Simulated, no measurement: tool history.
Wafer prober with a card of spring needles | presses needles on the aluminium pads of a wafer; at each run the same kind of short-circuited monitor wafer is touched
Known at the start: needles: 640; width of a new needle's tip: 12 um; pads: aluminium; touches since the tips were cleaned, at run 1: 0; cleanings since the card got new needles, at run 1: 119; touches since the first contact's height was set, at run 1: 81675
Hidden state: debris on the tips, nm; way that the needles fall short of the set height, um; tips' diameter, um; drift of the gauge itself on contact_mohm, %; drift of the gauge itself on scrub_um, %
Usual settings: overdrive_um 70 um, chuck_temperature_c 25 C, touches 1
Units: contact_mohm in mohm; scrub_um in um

run	hour	overdrive_um	chuck_temperature_c	touches	touches since the tips were cleaned	cleanings since the card got new needles	touches since the first contact's height was set	contact_mohm	scrub_um
1	0.0	70	25	1	0	119	81675	232	16.25
# hour 14.9: tips cleaned on abrasive film
# hour 29.9: height of the first contact set anew
# hour 33.7: tips cleaned on abrasive film
2	40.9	70	25	1	3574	121	5425	234	16.21
# hour 52.0: tips cleaned on abrasive film
# hour 70.4: tips cleaned on abrasive film
3	70.6	70	25	1	94	123	20241	230	16.20
# hour 88.7: tips cleaned on abrasive film
# hour 106.5: tips cleaned on abrasive film
4	109.6	70	25	1	1557	125	39686	230	16.25
# hour 123.8: tips cleaned on abrasive film
# hour 141.8: tips cleaned on abrasive film
# hour 159.4: tips cleaned on abrasive film
5	173.3	70	25	1	6955	128	71479	234	16.24
# hour 177.1: tips cleaned on abrasive film
# hour 194.7: tips cleaned on abrasive film
# hour 213.2: tips cleaned on abrasive film
# hour 224.4: height of the first contact set anew
# hour 231.9: tips cleaned on abrasive film
6	234.7	70	25	2	1407	132	5108	231	16.24
# hour 249.6: tips cleaned on abrasive film
# hour 268.1: tips cleaned on abrasive film
# hour 286.0: tips cleaned on abrasive film
# hour 300.9: tips cleaned on abrasive film
7	302.4	70	25	1	724	136	38820	231	16.23
# hour 316.7: tips cleaned on abrasive film
# hour 334.4: tips cleaned on abrasive film
8	348.7	70	25	1	7168	138	61938	229	16.21
# hour 352.5: tips cleaned on abrasive film
# hour 367.3: tips cleaned on abrasive film
# hour 384.4: tips cleaned on abrasive film
9	394.6	70	54	2	5118	141	84837	238	16.25
# hour 402.1: tips cleaned on abrasive film
# hour 416.3: height of the first contact set anew
# hour 419.5: tips cleaned on abrasive film
# hour 437.5: tips cleaned on abrasive film
# hour 456.0: tips cleaned on abrasive film
10	462.0	70	63	2	3013	145	22765	240	16.25
# hour 473.2: tips cleaned on abrasive film
# hour 491.7: tips cleaned on abrasive film
11	502.4	70	43	1	5340	147	42912	240	16.27
# hour 509.0: tips cleaned on abrasive film
# hour 526.8: tips cleaned on abrasive film
# hour 541.6: tips cleaned on abrasive film
12	547.7	70	31	1	3032	150	65470	233	16.24
# hour 558.5: tips cleaned on abrasive film
# hour 576.6: tips cleaned on abrasive film
# hour 594.2: tips cleaned on abrasive film
# hour 609.0: height of the first contact set anew
# hour 612.2: tips cleaned on abrasive film
13	617.7	59	25	1	2762	154	4290	229	13.67

Hidden state at the last listed run before each entry between runs and at the first one after, where it differs:
Between runs 1 and 2: tips cleaned on abrasive film (hour 14.9); height of the first contact set anew (hour 29.9); tips cleaned on abrasive film (hour 33.7)
  debris on the tips, nm: 0.1 -> 0.6; way that the needles fall short of the set height, um: 0.01 -> 0
Between runs 2 and 3: tips cleaned on abrasive film (hour 52.0); tips cleaned on abrasive film (hour 70.4)
  debris on the tips, nm: 0.6 -> 0.1
Between runs 3 and 4: tips cleaned on abrasive film (hour 88.7); tips cleaned on abrasive film (hour 106.5)
  debris on the tips, nm: 0.1 -> 0.4; way that the needles fall short of the set height, um: 0 -> 0.01
Between runs 4 and 5: tips cleaned on abrasive film (hour 123.8); tips cleaned on abrasive film (hour 141.8); tips cleaned on abrasive film (hour 159.4)
  debris on the tips, nm: 0.4 -> 0.8
Between runs 5 and 6: tips cleaned on abrasive film (hour 177.1); tips cleaned on abrasive film (hour 194.7); tips cleaned on abrasive film (hour 213.2); height of the first contact set anew (hour 224.4); tips cleaned on abrasive film (hour 231.9)
  debris on the tips, nm: 0.8 -> 0.3; way that the needles fall short of the set height, um: 0.01 -> 0
Between runs 6 and 7: tips cleaned on abrasive film (hour 249.6); tips cleaned on abrasive film (hour 268.1); tips cleaned on abrasive film (hour 286.0); tips cleaned on abrasive film (hour 300.9)
  way that the needles fall short of the set height, um: 0 -> 0.01; tips' diameter, um: 12.06 -> 12.07
Between runs 7 and 8: tips cleaned on abrasive film (hour 316.7); tips cleaned on abrasive film (hour 334.4)
  debris on the tips, nm: 0.3 -> 0.8
Between runs 8 and 9: tips cleaned on abrasive film (hour 352.5); tips cleaned on abrasive film (hour 367.3); tips cleaned on abrasive film (hour 384.4)
  debris on the tips, nm: 0.8 -> 0.7
Between runs 9 and 10: tips cleaned on abrasive film (hour 402.1); height of the first contact set anew (hour 416.3); tips cleaned on abrasive film (hour 419.5); tips cleaned on abrasive film (hour 437.5); tips cleaned on abrasive film (hour 456.0)
  debris on the tips, nm: 0.7 -> 0.6; way that the needles fall short of the set height, um: 0.01 -> 0
Between runs 10 and 11: tips cleaned on abrasive film (hour 473.2); tips cleaned on abrasive film (hour 491.7)
  debris on the tips, nm: 0.6 -> 0.7; way that the needles fall short of the set height, um: 0 -> 0.01
Between runs 11 and 12: tips cleaned on abrasive film (hour 509.0); tips cleaned on abrasive film (hour 526.8); tips cleaned on abrasive film (hour 541.6)
  debris on the tips, nm: 0.7 -> 0.5
Between runs 12 and 13: tips cleaned on abrasive film (hour 558.5); tips cleaned on abrasive film (hour 576.6); tips cleaned on abrasive film (hour 594.2); height of the first contact set anew (hour 609.0); tips cleaned on abrasive film (hour 612.2)
  way that the needles fall short of the set height, um: 0.01 -> 0; tips' diameter, um: 12.07 -> 12.08
